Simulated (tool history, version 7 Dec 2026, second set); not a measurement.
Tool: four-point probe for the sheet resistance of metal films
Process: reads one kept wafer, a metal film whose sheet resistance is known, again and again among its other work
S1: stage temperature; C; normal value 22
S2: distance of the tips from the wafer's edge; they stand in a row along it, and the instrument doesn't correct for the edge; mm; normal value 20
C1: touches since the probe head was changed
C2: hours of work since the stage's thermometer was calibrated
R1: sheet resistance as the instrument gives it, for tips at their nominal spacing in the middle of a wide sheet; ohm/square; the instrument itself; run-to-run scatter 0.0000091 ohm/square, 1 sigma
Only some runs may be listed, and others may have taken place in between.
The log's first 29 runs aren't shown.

run	hour	S1	S2	C1	C2	R1
30	876.6	29	11	63194	149	0.045773
31	904.6	21	69	64271	165	0.045571
32	937.3	31	23	65531	184	0.045521
33	961.8	31	4	66472	198	0.047755
34	989.7	31	19	67546	215	0.045533
35	1024.5	31	5	68888	235	0.046961
36	1062.7	31	14	70356	257	0.045646
37	1088.3	31	12	71343	272	0.045712
38	1131.1	31	12	72991	296	0.045749
39	1168.1	31	12	74417	318	0.045710
40	1198.1	26	12	75569	335	0.045797
41	1239.0	20	23	77144	359	0.045690
42	1259.6	34	20	77937	371	0.045522
43	1281.1	34	3	78765	383	0.049381
44	1308.6	21	32	79823	399	0.045635
45	1351.8	22	4	81485	424	0.047935
46	1375.9	27	6	82413	438	0.046604

Branching from run 46: 3 alternative next runs. What would each branch give?
A	1404.2	21	11	83503	455	?
B	1404.2	28	25	83503	455	?
C	1404.2	20	15	83503	455	?

run	R1
A	0.045948
B	0.045579
C	0.045797
With no hidden state in the tool, these same runs would have given:
run	R1
A	0.045654
B	0.045288
C	0.045504

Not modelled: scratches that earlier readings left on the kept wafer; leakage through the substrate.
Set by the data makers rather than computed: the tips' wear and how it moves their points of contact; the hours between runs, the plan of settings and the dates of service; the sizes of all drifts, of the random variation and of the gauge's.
